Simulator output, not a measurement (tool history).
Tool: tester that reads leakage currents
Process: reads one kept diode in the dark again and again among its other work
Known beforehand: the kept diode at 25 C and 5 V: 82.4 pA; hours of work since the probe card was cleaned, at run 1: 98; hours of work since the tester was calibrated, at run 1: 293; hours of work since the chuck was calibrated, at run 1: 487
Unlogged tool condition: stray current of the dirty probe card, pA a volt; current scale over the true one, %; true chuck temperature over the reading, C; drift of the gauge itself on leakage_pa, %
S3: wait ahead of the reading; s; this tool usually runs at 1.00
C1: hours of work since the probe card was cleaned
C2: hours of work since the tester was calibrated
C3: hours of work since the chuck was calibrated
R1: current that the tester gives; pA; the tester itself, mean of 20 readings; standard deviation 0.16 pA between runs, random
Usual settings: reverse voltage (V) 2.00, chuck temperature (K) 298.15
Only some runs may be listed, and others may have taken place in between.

{"run": 1, "hour": 0.0, "reverse voltage (V)": 2.0, "chuck temperature (K)": 298.15, "S3": 1.0, "C1": 98, "C2": 293, "C3": 487, "R1": 47.08}
{"run": 2, "hour": 38.2, "reverse voltage (V)": 2.0, "chuck temperature (K)": 298.15, "S3": 1.0, "C1": 126, "C2": 321, "C3": 515, "R1": 47.19}
{"run": 3, "hour": 83.2, "reverse voltage (V)": 2.0, "chuck temperature (K)": 298.15, "S3": 1.0, "C1": 159, "C2": 354, "C3": 549, "R1": 47.23}
{"run": 4, "hour": 138.5, "reverse voltage (V)": 2.0, "chuck temperature (K)": 298.15, "S3": 0.88, "C1": 200, "C2": 394, "C3": 589, "R1": 46.9}
{"run": 5, "hour": 194.5, "reverse voltage (V)": 2.0, "chuck temperature (K)": 298.15, "S3": 0.88, "C1": 241, "C2": 436, "C3": 630, "R1": 46.82}
{"run": 6, "hour": 249.8, "reverse voltage (V)": 7.63, "chuck temperature (K)": 298.15, "S3": 0.88, "C1": 281, "C2": 476, "C3": 671, "R1": 102.52}
{"run": 7, "hour": 296.7, "reverse voltage (V)": 2.0, "chuck temperature (K)": 310.15, "S3": 1.0, "C1": 316, "C2": 511, "C3": 706, "R1": 135.35}
{"run": 8, "hour": 349.6, "reverse voltage (V)": 2.0, "chuck temperature (K)": 310.15, "S3": 1.0, "C1": 355, "C2": 550, "C3": 744, "R1": 134.46}
{"run": 9, "hour": 409.4, "reverse voltage (V)": 2.0, "chuck temperature (K)": 310.15, "S3": 1.0, "C1": 399, "C2": 594, "C3": 788, "R1": 134.4}
{"run": 10, "hour": 442.3, "reverse voltage (V)": 2.0, "chuck temperature (K)": 310.15, "S3": 1.0, "C1": 423, "C2": 618, "C3": 813, "R1": 134.21}
{"run": 11, "hour": 488.3, "reverse voltage (V)": 2.0, "chuck temperature (K)": 310.15, "S3": 1.0, "C1": 457, "C2": 652, "C3": 846, "R1": 134.06}
{"run": 12, "hour": 537.1, "reverse voltage (V)": 2.0, "chuck temperature (K)": 310.15, "S3": 1.0, "C1": 493, "C2": 687, "C3": 882, "R1": 133.61}
{"run": 13, "hour": 569.7, "reverse voltage (V)": 2.0, "chuck temperature (K)": 310.15, "S3": 1.0, "C1": 517, "C2": 711, "C3": 906, "R1": 133.21}
{"run": 14, "hour": 609.7, "reverse voltage (V)": 2.0, "chuck temperature (K)": 310.15, "S3": 1.0, "C1": 546, "C2": 741, "C3": 936, "R1": 132.97}
{"run": 15, "hour": 655.8, "reverse voltage (V)": 2.0, "chuck temperature (K)": 310.15, "S3": 1.0, "C1": 580, "C2": 775, "C3": 970, "R1": 133.44}
{"run": 16, "hour": 710.4, "reverse voltage (V)": 2.0, "chuck temperature (K)": 310.15, "S3": 1.0, "C1": 620, "C2": 815, "C3": 1010, "R1": 132.11}
{"run": 17, "hour": 744.3, "reverse voltage (V)": 2.0, "chuck temperature (K)": 329.15, "S3": 1.0, "C1": 645, "C2": 840, "C3": 1035, "R1": 614.39}
{"run": 18, "hour": 790.8, "reverse voltage (V)": 2.0, "chuck temperature (K)": 329.15, "S3": 1.0, "C1": 679, "C2": 874, "C3": 1069, "R1": 614.69}
{"run": 19, "hour": 834.3, "reverse voltage (V)": 2.0, "chuck temperature (K)": 329.15, "S3": 1.0, "C1": 711, "C2": 906, "C3": 1101, "R1": 615.52}
{"run": 20, "hour": 882.2, "reverse voltage (V)": 7.48, "chuck temperature (K)": 329.15, "S3": 1.0, "C1": 746, "C2": 941, "C3": 1136, "R1": 1312.13}
{"run": 21, "hour": 922.9, "reverse voltage (V)": 7.48, "chuck temperature (K)": 329.15, "S3": 1.0, "C1": 776, "C2": 971, "C3": 1166, "R1": 1306.77}
{"run": 22, "hour": 952.3, "reverse voltage (V)": 7.48, "chuck temperature (K)": 329.15, "S3": 1.0, "C1": 798, "C2": 993, "C3": 1188, "R1": 1304.21}
{"run": 23, "hour": 985.8, "reverse voltage (V)": 2.0, "chuck temperature (K)": 304.15, "S3": 1.0, "C1": 822, "C2": 1017, "C3": 1212, "R1": 77.85}
{"run": 24, "hour": 1046.2, "reverse voltage (V)": 2.0, "chuck temperature (K)": 304.15, "S3": 1.0, "C1": 867, "C2": 1062, "C3": 1257, "R1": 77.79}
{"run": 25, "hour": 1106.5, "reverse voltage (V)": 2.02, "chuck temperature (K)": 298.15, "S3": 1.01, "C1": 911, "C2": 1106, "C3": 1301, "R1": 45.3}
{"run": 26, "hour": 1152.0, "reverse voltage (V)": 2.02, "chuck temperature (K)": 298.15, "S3": 1.01, "C1": 945, "C2": 1139, "C3": 1334, "R1": 45.35}
{"run": 27, "hour": 1206.5, "reverse voltage (V)": 2.02, "chuck temperature (K)": 298.15, "S3": 1.01, "C1": 985, "C2": 1180, "C3": 1374, "R1": 45.19}
{"run": 28, "hour": 1240.0, "reverse voltage (V)": 2.02, "chuck temperature (K)": 298.15, "S3": 1.01, "C1": 1009, "C2": 1204, "C3": 1399, "R1": 44.9}
{"run": 29, "hour": 1296.9, "reverse voltage (V)": 2.02, "chuck temperature (K)": 298.15, "S3": 1.01, "C1": 1051, "C2": 1246, "C3": 1441, "R1": 45.01}
{"run": 30, "hour": 1351.6, "reverse voltage (V)": 2.0, "chuck temperature (K)": 303.15, "S3": 0.95, "C1": 1091, "C2": 1286, "C3": 1481, "R1": 70.14}
{"run": 31, "hour": 1401.8, "reverse voltage (V)": 2.6, "chuck temperature (K)": 298.15, "S3": 1.0, "C1": 1128, "C2": 1323, "C3": 1518, "R1": 51.89}
{"run": 32, "hour": 1464.0, "reverse voltage (V)": 10.97, "chuck temperature (K)": 326.15, "S3": 7.25, "C1": 1174, "C2": 1369, "C3": 1564, "R1": 1261.84}
{"run": 33, "hour": 1521.2, "reverse voltage (V)": 2.2, "chuck temperature (K)": 293.15, "S3": 1.09, "C1": 1216, "C2": 1411, "C3": 1606, "R1": 29.5}
{"run": 34, "hour": 1568.9, "reverse voltage (V)": 2.0, "chuck temperature (K)": 298.15, "S3": 9.35, "C1": 1251, "C2": 1446, "C3": 1641, "R1": 44.0}
{"run": 35, "hour": 1607.5, "reverse voltage (V)": 2.0, "chuck temperature (K)": 298.15, "S3": 9.35, "C1": 1280, "C2": 1474, "C3": 1669, "R1": 43.69}
{"run": 36, "hour": 1649.9, "reverse voltage (V)": 2.0, "chuck temperature (K)": 298.15, "S3": 9.35, "C1": 1311, "C2": 1506, "C3": 1700, "R1": 43.79}
{"run": 37, "hour": 1713.9, "reverse voltage (V)": 2.0, "chuck temperature (K)": 298.15, "S3": 9.35, "C1": 1358, "C2": 1553, "C3": 1747, "R1": 43.21}
{"run": 38, "hour": 1763.1, "reverse voltage (V)": 3.25, "chuck temperature (K)": 295.15, "S3": 1.52, "C1": 1394, "C2": 1589, "C3": 1784, "R1": 44.1}
{"run": 39, "hour": 1810.7, "reverse voltage (V)": 1.2, "chuck temperature (K)": 307.15, "S3": 3.95, "C1": 1429, "C2": 1624, "C3": 1819, "R1": 72.19}

4 ways to go on from here, each from the tool as it stands after run 39. What would each give?
{"run": "A", "hour": 1854.5, "reverse voltage (V)": 2.0, "chuck temperature (K)": 302.15, "S3": 1.0, "C1": 1461, "C2": 1656, "C3": 1851, "R1": "?"}
{"run": "B", "hour": 1854.5, "reverse voltage (V)": 2.56, "chuck temperature (K)": 298.15, "S3": 0.35, "C1": 1461, "C2": 1656, "C3": 1851, "R1": "?"}
{"run": "C", "hour": 1854.5, "reverse voltage (V)": 2.0, "chuck temperature (K)": 298.15, "S3": 4.09, "C1": 1461, "C2": 1656, "C3": 1851, "R1": "?"}
{"run": "D", "hour": 1854.5, "reverse voltage (V)": 3.05, "chuck temperature (K)": 299.15, "S3": 0.79, "C1": 1461, "C2": 1656, "C3": 1851, "R1": "?"}

run=A R1=62.56
run=B R1=51.03
run=C R1=43.27
run=D R1=61.27
What these runs would have given with no unlogged condition in the tool:
run=A R1=70.52
run=B R1=57.12
run=C R1=48.70
run=D R1=68.68
